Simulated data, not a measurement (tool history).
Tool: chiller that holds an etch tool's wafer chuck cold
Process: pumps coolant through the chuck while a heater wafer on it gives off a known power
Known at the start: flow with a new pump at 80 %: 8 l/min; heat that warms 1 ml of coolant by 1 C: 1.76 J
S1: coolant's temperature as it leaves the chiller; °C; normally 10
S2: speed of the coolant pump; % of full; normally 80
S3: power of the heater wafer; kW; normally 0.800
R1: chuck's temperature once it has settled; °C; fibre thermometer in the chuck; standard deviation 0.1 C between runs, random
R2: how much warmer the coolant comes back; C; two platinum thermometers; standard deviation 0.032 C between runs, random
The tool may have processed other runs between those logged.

run	hour	S1	S2	S3	R1	R2
1	0.0	10	80	0.800	15.7	3.42
2	120.7	10	80	0.800	15.7	3.41
3	244.1	10	80	0.800	15.8	3.48
4	382.9	10	80	0.800	15.7	3.55
5	486.2	10	80	0.800	15.7	3.53
6	607.4	10	80	0.800	15.8	3.50
7	782.9	10	80	0.800	15.8	3.52
8	904.0	10	80	0.800	15.6	3.55
9	1024.0	10	80	0.800	15.8	3.57
10	1195.4	10	80	1.067	17.7	4.74
11	1357.3	1	63	1.067	10.2	6.19
12	1527.0	14	82	0.800	19.5	3.47
13	1721.8	14	82	0.800	19.6	3.55
14	1856.6	14	82	0.800	19.7	3.55
15	1977.5	14	63	0.760	20.5	4.50
16	2088.9	10	91	0.800	15.3	3.18

Branching from run 16: 3 alternative next runs. What would each branch give?
A	2185.3	1	95	0.504	?	?
B	2185.3	10	87	1.178	?	?
C	2185.3	19	93	0.690	?	?

run	R1	R2
A	4.1	2.03
B	18.0	4.80
C	23.4	2.80
Without the tool's unlogged condition, the same runs would have read:
run	R1	R2
A	4.1	1.74
B	17.9	4.51
C	23.4	2.50

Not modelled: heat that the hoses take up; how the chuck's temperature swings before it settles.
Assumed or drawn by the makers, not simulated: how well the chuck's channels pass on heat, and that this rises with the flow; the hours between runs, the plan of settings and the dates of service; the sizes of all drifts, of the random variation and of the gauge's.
